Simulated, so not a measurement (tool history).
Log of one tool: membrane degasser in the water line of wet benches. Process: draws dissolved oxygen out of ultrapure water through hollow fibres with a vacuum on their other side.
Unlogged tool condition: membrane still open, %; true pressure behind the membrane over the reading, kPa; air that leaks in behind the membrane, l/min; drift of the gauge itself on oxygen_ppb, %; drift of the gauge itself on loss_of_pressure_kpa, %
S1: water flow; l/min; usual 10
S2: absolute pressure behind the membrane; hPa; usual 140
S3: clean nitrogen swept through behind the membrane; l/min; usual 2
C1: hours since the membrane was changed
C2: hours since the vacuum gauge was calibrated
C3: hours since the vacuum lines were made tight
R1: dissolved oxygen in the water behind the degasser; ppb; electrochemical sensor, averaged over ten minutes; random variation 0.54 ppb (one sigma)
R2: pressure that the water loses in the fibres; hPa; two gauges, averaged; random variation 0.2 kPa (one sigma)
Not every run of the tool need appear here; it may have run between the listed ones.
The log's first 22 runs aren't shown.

run    hour  S1   S2    S3     C1   C2    C3     R1     R2
 23  3402.1  12  206  1.39  11799  558  5658  376.4  551.2
 24  3526.4  12  206  1.39  11923  682  5782  377.2  550.8
 25    3683   9  279   3.6  12080  839  5939  165.7    410
 26  3805.5  10  177   3.6  12202  962  6062  111.4  458.9
     3845.6  -- vacuum gauge calibrated, once more
 27  4008.5  11  148  3.34  12404  163  6264  102.5  505.5
 28    4132  10  110     2  12528  286  6388  101.5  462.9
 29  4276.3  10  110     2  12672  431  6532  101.5  462.5
 30  4471.1  10  302     2  12867  626  6727  334.6  464.7
 31  4621.3  10  302     2  13017  776  6877  336.4  461.1

Predict each of these 5 candidate next runs independently; none follows another, all start after run 31:
  A  4785.6   7  199     2  13182  940  7041   ?   ?
  B  4785.6  10  140  4.95  13182  940  7041   ?   ?
  C  4785.6   7  300     2  13182  940  7041   ?   ?
  D  4785.6   7  146     2  13182  940  7041   ?   ?
  E  4785.6  10  140  0.89  13182  940  7041   ?   ?

run     R1     R2
  A  152.5  324.7
  B   60.1  464.3
  C  242.1  325.8
  D  105.9  321.2
  E  291.7  466.4
What these runs would have given with no unlogged condition in the tool:
run     R1     R2
  A  142.2  300.9
  B   55.8  430.2
  C  226.2    302
  D   98.6  297.3
  E  279.4  432.1

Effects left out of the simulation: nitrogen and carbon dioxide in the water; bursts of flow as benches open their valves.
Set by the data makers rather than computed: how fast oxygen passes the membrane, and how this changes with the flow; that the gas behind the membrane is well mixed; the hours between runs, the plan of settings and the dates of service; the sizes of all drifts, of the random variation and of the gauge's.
